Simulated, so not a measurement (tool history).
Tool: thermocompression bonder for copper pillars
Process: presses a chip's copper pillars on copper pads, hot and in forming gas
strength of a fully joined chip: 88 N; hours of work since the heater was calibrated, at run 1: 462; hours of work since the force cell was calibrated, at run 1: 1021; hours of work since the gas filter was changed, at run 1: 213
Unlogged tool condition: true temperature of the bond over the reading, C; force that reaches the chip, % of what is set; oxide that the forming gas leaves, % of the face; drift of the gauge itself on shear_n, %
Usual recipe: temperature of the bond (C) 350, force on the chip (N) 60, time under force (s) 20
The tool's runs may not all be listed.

| run | hour | temperature of the bond (C) | force on the chip (N) | time under force (s) | hours of work since the heater was calibrated | hours of work since the force cell was calibrated | hours of work since the gas filter was changed | force that shears a chip off (N) |
|---|---|---|---|---|---|---|---|---|
| 1 | 0.0 | 350 | 60 | 20 | 462 | 1021 | 213 | 61.9 |
| 2 | 26.1 | 350 | 60 | 20 | 482 | 1041 | 233 | 61.7 |
| 3 | 42.4 | 350 | 60 | 20 | 494 | 1054 | 246 | 62.0 |
| 4 | 59.4 | 350 | 60 | 20 | 508 | 1067 | 259 | 61.4 |
|  | 85.7 | force cell calibrated |
| 5 | 85.8 | 350 | 60 | 20 | 527 | 0 | 278 | 62.8 |
| 6 | 109.0 | 350 | 60 | 20 | 545 | 18 | 296 | 62.3 |
| 7 | 143.4 | 350 | 73 | 20 | 571 | 45 | 323 | 66.9 |
| 8 | 159.2 | 350 | 73 | 20 | 583 | 57 | 335 | 66.2 |
| 9 | 176.8 | 350 | 73 | 54 | 597 | 70 | 349 | 78.3 |
| 10 | 213.5 | 330 | 73 | 54 | 625 | 99 | 377 | 71.3 |
| 11 | 247.9 | 350 | 60 | 55 | 652 | 125 | 404 | 74.8 |
| 12 | 276.0 | 350 | 60 | 20 | 674 | 147 | 425 | 61.2 |
| 13 | 309.5 | 365 | 70 | 33 | 700 | 173 | 451 | 75.7 |
|  | 325.4 | forming gas filter changed |
| 14 | 339.0 | 344 | 81 | 18 | 722 | 195 | 11 | 65.7 |
| 15 | 371.4 | 349 | 57 | 37 | 747 | 220 | 36 | 70.5 |
| 16 | 400.0 | 358 | 59 | 29 | 769 | 242 | 58 | 71.2 |
| 17 | 438.0 | 348 | 60 | 20 | 799 | 272 | 87 | 62.4 |
| 18 | 466.9 | 327 | 61 | 48 | 821 | 294 | 109 | 66.2 |
| 19 | 493.2 | 327 | 61 | 48 | 841 | 314 | 130 | 66.1 |
| 20 | 527.3 | 327 | 61 | 48 | 868 | 341 | 156 | 65.8 |
| 21 | 562.3 | 327 | 61 | 48 | 895 | 368 | 183 | 65.3 |
| 22 | 579.8 | 327 | 61 | 48 | 908 | 381 | 197 | 65.2 |
| 23 | 595.8 | 328 | 60 | 26 | 920 | 394 | 209 | 55.4 |

Consider 3 possible next runs. They are alternatives, not a sequence: every one starts from the tool as it was left by run 23. What does each give?
| A | 628.0 | 337 | 60 | 26 | 945 | 419 | 234 | ? |
| B | 628.0 | 339 | 60 | 39 | 945 | 419 | 234 | ? |
| C | 628.0 | 350 | 74 | 20 | 945 | 419 | 234 | ? |

| run | force that shears a chip off (N) |
|---|---|
| A | 60.3 |
| B | 66.3 |
| C | 66.2 |
What these runs would have given with no unlogged condition in the tool:
| run | force that shears a chip off (N) |
|---|---|
| A | 64.8 |
| B | 70.6 |
| C | 70.5 |

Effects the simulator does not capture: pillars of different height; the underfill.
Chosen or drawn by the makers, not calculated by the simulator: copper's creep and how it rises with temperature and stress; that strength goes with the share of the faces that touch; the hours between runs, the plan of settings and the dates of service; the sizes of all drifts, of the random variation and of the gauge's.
